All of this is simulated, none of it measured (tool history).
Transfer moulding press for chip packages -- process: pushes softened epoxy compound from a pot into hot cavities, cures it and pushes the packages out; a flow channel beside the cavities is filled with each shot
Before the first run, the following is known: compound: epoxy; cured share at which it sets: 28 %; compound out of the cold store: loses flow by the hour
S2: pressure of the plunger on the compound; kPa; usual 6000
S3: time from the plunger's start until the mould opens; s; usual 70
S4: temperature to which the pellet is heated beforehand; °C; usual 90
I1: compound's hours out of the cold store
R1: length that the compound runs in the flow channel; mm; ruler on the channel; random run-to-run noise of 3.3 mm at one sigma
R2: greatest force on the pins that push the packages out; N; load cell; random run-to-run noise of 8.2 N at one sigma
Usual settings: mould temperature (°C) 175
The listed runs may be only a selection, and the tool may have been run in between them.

{"run": 1, "hour": 0.0, "mould temperature (°C)": 175, "S2": 6000, "S3": 70, "S4": 90, "I1": 29.8, "R1": 593, "R2": 363}
{"run": 2, "hour": 6.6, "mould temperature (°C)": 175, "S2": 6000, "S3": 70, "S4": 81, "I1": 39.1, "R1": 564, "R2": 363}
{"run": 3, "hour": 20.6, "mould temperature (°C)": 175, "S2": 6000, "S3": 70, "S4": 81, "I1": 23.8, "R1": 620, "R2": 375}
{"run": 4, "hour": 37.6, "mould temperature (°C)": 175, "S2": 6000, "S3": 61, "S4": 90, "I1": 23.3, "R1": 623, "R2": 518}
{"run": 5, "hour": 45.2, "mould temperature (°C)": 175, "S2": 6000, "S3": 70, "S4": 86, "I1": 43.6, "R1": 537, "R2": 353}
{"run": 6, "hour": 56.8, "mould temperature (°C)": 175, "S2": 6000, "S3": 70, "S4": 86, "I1": 34.4, "R1": 576, "R2": 373}
{"run": 7, "hour": 72.1, "mould temperature (°C)": 175, "S2": 6000, "S3": 70, "S4": 86, "I1": 26.9, "R1": 613, "R2": 379}
{"run": 8, "hour": 80.1, "mould temperature (°C)": 175, "S2": 6000, "S3": 70, "S4": 86, "I1": 38.1, "R1": 567, "R2": 367}
{"run": 9, "hour": 91.4, "mould temperature (°C)": 175, "S2": 6000, "S3": 70, "S4": 86, "I1": 34.5, "R1": 579, "R2": 364}
{"run": 10, "hour": 101.6, "mould temperature (°C)": 175, "S2": 6000, "S3": 70, "S4": 86, "I1": 29.9, "R1": 599, "R2": 365}
{"run": 11, "hour": 112.2, "mould temperature (°C)": 175, "S2": 6000, "S3": 70, "S4": 86, "I1": 17.5, "R1": 646, "R2": 380}
{"run": 12, "hour": 121.8, "mould temperature (°C)": 175, "S2": 6000, "S3": 70, "S4": 86, "I1": 16.8, "R1": 650, "R2": 393}
{"run": 13, "hour": 132.4, "mould temperature (°C)": 175, "S2": 6000, "S3": 70, "S4": 90, "I1": 16, "R1": 657, "R2": 368}
{"run": 14, "hour": 138.9, "mould temperature (°C)": 175, "S2": 6000, "S3": 70, "S4": 90, "I1": 34.1, "R1": 574, "R2": 347}
{"run": 15, "hour": 148.4, "mould temperature (°C)": 175, "S2": 6000, "S3": 70, "S4": 88, "I1": 25, "R1": 608, "R2": 373}
{"run": 16, "hour": 163.9, "mould temperature (°C)": 175, "S2": 6000, "S3": 70, "S4": 88, "I1": 42.5, "R1": 542, "R2": 353}
{"run": 17, "hour": 175.6, "mould temperature (°C)": 175, "S2": 6000, "S3": 70, "S4": 88, "I1": 27.3, "R1": 604, "R2": 361}
{"run": 18, "hour": 187.4, "mould temperature (°C)": 175, "S2": 6000, "S3": 70, "S4": 88, "I1": 11.4, "R1": 674, "R2": 383}
{"run": 19, "hour": 202.3, "mould temperature (°C)": 175, "S2": 6000, "S3": 70, "S4": 88, "I1": 47.8, "R1": 526, "R2": 348}
{"run": 20, "hour": 209.9, "mould temperature (°C)": 181, "S2": 6000, "S3": 70, "S4": 90, "I1": 33.3, "R1": 570, "R2": 279}
{"run": 21, "hour": 224.5, "mould temperature (°C)": 181, "S2": 6000, "S3": 70, "S4": 90, "I1": 27.9, "R1": 590, "R2": 289}
{"run": 22, "hour": 231.0, "mould temperature (°C)": 168, "S2": 5090, "S3": 67, "S4": 90, "I1": 37.1, "R1": 533, "R2": 577}
{"run": 23, "hour": 238.4, "mould temperature (°C)": 174, "S2": 6000, "S3": 59, "S4": 90, "I1": 36, "R1": 568, "R2": 592}
{"run": 24, "hour": 246.6, "mould temperature (°C)": 175, "S2": 6000, "S3": 70, "S4": 91, "I1": 20.5, "R1": 640, "R2": 379}
{"run": 25, "hour": 254.5, "mould temperature (°C)": 175, "S2": 5580, "S3": 70, "S4": 99, "I1": 33.5, "R1": 549, "R2": 340}
{"run": 26, "hour": 265.6, "mould temperature (°C)": 175, "S2": 5580, "S3": 70, "S4": 99, "I1": 14.8, "R1": 633, "R2": 368}
{"run": 27, "hour": 275.9, "mould temperature (°C)": 175, "S2": 5580, "S3": 70, "S4": 99, "I1": 27.1, "R1": 577, "R2": 328}
{"run": 28, "hour": 286.9, "mould temperature (°C)": 172, "S2": 6000, "S3": 109, "S4": 90, "I1": 36.9, "R1": 566, "R2": 255}
{"run": 29, "hour": 300.5, "mould temperature (°C)": 170, "S2": 4990, "S3": 69, "S4": 90, "I1": 43.4, "R1": 502, "R2": 479}

Between the runs listed above, the log contained 4 entries, not reproduced here. Where in the sequence does each belong, and how does what the log doesn't record of the tool's condition differ from the listed run before to the listed run after?
After run 3, before run 4: cavities cleaned with cleaning compound and waxed (hour 25.8)
  pressure that reaches the compound, % of what is set: 99.86 -> 99.84; grip of the stained cavities, % over clean ones': 1.4 -> 0.3
After run 10, before run 11: cavities cleaned with cleaning compound and waxed (hour 110.6)
  grip of the stained cavities, % over clean ones': 1.3 -> 0.1
After run 18, before run 19: cavities cleaned with cleaning compound and waxed (hour 195.6)
  true mould temperature over the reading, C: 0.02 -> 0.03; pressure that reaches the compound, % of what is set: 99.7 -> 99.69; grip of the stained cavities, % over clean ones': 1.4 -> 0.3
After run 27, before run 28: cavities cleaned with cleaning compound and waxed (hour 280.9)
  pressure that reaches the compound, % of what is set: 99.62 -> 99.61; grip of the stained cavities, % over clean ones': 1.4 -> 0.2
